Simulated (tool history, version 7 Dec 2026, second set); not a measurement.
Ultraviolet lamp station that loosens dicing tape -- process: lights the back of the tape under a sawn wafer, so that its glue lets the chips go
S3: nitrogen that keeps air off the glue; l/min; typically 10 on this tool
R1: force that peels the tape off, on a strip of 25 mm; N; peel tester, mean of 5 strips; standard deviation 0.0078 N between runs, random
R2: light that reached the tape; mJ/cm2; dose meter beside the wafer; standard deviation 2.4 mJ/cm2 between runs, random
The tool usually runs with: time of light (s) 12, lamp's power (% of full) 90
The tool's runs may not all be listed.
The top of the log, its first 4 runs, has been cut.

{"run": 5, "day": 8.729, "time of light (s)": 12, "lamp's power (% of full)": 90, "S3": 10, "R1": 0.476, "R2": 237}
{"run": 6, "day": 10.954, "time of light (s)": 12, "lamp's power (% of full)": 90, "S3": 10, "R1": 0.48, "R2": 228}
{"run": 7, "day": 12.846, "time of light (s)": 12, "lamp's power (% of full)": 90, "S3": 4, "R1": 1.078, "R2": 227}
{"day": 15.283, "done": "window cleaned of glue's vapour"}
{"run": 8, "day": 15.283, "time of light (s)": 12, "lamp's power (% of full)": 90, "S3": 4, "R1": 1.177, "R2": 217}
{"run": 9, "day": 17.804, "time of light (s)": 12, "lamp's power (% of full)": 90, "S3": 4, "R1": 1.234, "R2": 208}
{"run": 10, "day": 19.008, "time of light (s)": 12, "lamp's power (% of full)": 90, "S3": 4, "R1": 1.258, "R2": 204}
{"run": 11, "day": 20.583, "time of light (s)": 12, "lamp's power (% of full)": 90, "S3": 4, "R1": 1.305, "R2": 200}
{"day": 22.125, "done": "window cleaned of glue's vapour, once more"}
{"run": 12, "day": 22.15, "time of light (s)": 8, "lamp's power (% of full)": 90, "S3": 10, "R1": 1.008, "R2": 160}
{"run": 13, "day": 23.558, "time of light (s)": 8, "lamp's power (% of full)": 90, "S3": 10, "R1": 1.051, "R2": 159}
{"run": 14, "day": 25.933, "time of light (s)": 12, "lamp's power (% of full)": 90, "S3": 10, "R1": 0.493, "R2": 232}
{"run": 15, "day": 28.796, "time of light (s)": 12, "lamp's power (% of full)": 61, "S3": 10, "R1": 1.132, "R2": 149}
{"run": 16, "day": 31.342, "time of light (s)": 12, "lamp's power (% of full)": 90, "S3": 10, "R1": 0.54, "R2": 212}
{"run": 17, "day": 32.65, "time of light (s)": 12, "lamp's power (% of full)": 90, "S3": 10, "R1": 0.574, "R2": 213}
{"run": 18, "day": 34.733, "time of light (s)": 12, "lamp's power (% of full)": 69, "S3": 10, "R1": 1.049, "R2": 160}
{"run": 19, "day": 37.462, "time of light (s)": 12, "lamp's power (% of full)": 69, "S3": 10, "R1": 1.054, "R2": 154}
{"day": 38.788, "done": "window cleaned of glue's vapour"}
{"run": 20, "day": 38.842, "time of light (s)": 21, "lamp's power (% of full)": 69, "S3": 10, "R1": 0.246, "R2": 306}
{"run": 21, "day": 41.408, "time of light (s)": 21, "lamp's power (% of full)": 69, "S3": 10, "R1": 0.261, "R2": 295}

Run 22, settings as shown, results not yet in. Your forecast:
{"run": 22, "day": 43.467, "time of light (s)": 21, "lamp's power (% of full)": 69, "S3": 10, "R1": "?", "R2": "?"}

Run 22 came out at R1 0.294 N, R2 284 mJ/cm2.
The same run, on a tool lacking any hidden state, would have yielded R1 0.152 N, R2 375 mJ/cm2.
